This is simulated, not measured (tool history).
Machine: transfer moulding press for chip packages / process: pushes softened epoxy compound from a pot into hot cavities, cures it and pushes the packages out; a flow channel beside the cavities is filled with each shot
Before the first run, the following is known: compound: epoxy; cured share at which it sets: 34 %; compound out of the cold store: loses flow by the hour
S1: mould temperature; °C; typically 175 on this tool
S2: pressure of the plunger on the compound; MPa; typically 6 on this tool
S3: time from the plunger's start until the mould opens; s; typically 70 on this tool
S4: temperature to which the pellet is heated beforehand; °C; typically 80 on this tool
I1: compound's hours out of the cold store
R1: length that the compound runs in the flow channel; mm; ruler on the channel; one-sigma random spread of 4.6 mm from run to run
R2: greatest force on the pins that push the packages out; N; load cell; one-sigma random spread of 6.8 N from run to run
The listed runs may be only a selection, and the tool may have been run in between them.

Run 1, hour 0: usual settings; I1 37.4. Result: R1 554 mm, R2 275 N.
Run 2, hour 9.9: usual settings; I1 12.7. Result: R1 637 mm, R2 280 N.
Run 3, hour 18.6: usual settings; I1 41.7. Result: R1 532 mm, R2 264 N.
Run 4, hour 29.5: usual settings; I1 8.2. Result: R1 653 mm, R2 301 N.
Run 5, hour 37.8: usual settings; I1 8.7. Result: R1 646 mm, R2 294 N.
At hour 46.6: cavities cleaned with cleaning compound and waxed.
Run 6, hour 51.9: usual settings; I1 23.3. Result: R1 593 mm, R2 282 N.
Run 7, hour 61.8: usual settings; I1 33.4. Result: R1 559 mm, R2 277 N.
Run 8, hour 72.2: usual settings; I1 30.3. Result: R1 575 mm, R2 277 N.
Run 9, hour 84.8: usual settings; I1 9.2. Result: R1 644 mm, R2 300 N.
Run 10, hour 93: usual settings but S1 181 °C, S2 6.09 MPa, S3 80 s, S4 77 °C; I1 13. Result: R1 621 mm, R2 198 N.
Run 11, hour 103.1: usual settings but S1 182 °C, S2 5.57 MPa; I1 21.1. Result: R1 559 mm, R2 208 N.
At hour 110.7: cavities cleaned with cleaning compound and waxed.
Run 12, hour 113.5: usual settings but S1 178 °C, S2 5.65 MPa, S3 73 s, S4 75 °C; I1 37.7. Result: R1 520 mm, R2 216 N.
Run 13, hour 125.7: usual settings but S3 62 s, S4 73 °C; I1 42.3. Result: R1 527 mm, R2 349 N.
Run 14, hour 133.9: usual settings but S1 181 °C, S2 4.89 MPa, S3 91 s; I1 11.7. Result: R1 564 mm, R2 189 N.
Run 15, hour 141.5: usual settings but S1 181 °C, S2 4.89 MPa, S3 91 s; I1 44.1. Result: R1 463 mm, R2 191 N.
Run 16, hour 150.6: usual settings but S3 108 s; I1 14.6. Result: R1 622 mm, R2 186 N.
Run 17, hour 159.5: usual settings but S1 174 °C, S3 55 s; I1 8.5. Result: R1 653 mm, R2 594 N.
Run 18, hour 171.7: usual settings but S3 75 s, S4 85 °C; I1 40.2. Result: R1 546 mm, R2 232 N.

Here are 5 independent what-if runs from the current tool condition. What would each one return?
At hour 175.3: cavities cleaned with cleaning compound and waxed.
Run A, hour 187.7: usual settings but S3 83 s, S4 85 °C; I1 28.7. Result: R1 ?, R2 ?.
At hour 175.3: cavities cleaned with cleaning compound and waxed.
Run B, hour 187.7: usual settings but S2 5.47 MPa, S3 96 s, S4 74 °C; I1 11.2. Result: R1 ?, R2 ?.
At hour 175.3: cavities cleaned with cleaning compound and waxed.
Run C, hour 187.7: usual settings but S4 79 °C; I1 29.9. Result: R1 ?, R2 ?.
At hour 175.3: cavities cleaned with cleaning compound and waxed.
Run D, hour 187.7: usual settings but S3 75 s, S4 73 °C; I1 38. Result: R1 ?, R2 ?.
At hour 175.3: cavities cleaned with cleaning compound and waxed.
Run E, hour 187.7: usual settings but S2 4.94 MPa; I1 44.8. Result: R1 ?, R2 ?.

run   R1   R2
  A  581  206
  B  615  191
  C  573  278
  D  550  243
  E  475  263
Stripped of hidden state, with their random variation kept, the same runs would have yielded:
run   R1   R2
  A  581  205
  B  616  190
  C  573  277
  D  550  242
  E  476  263
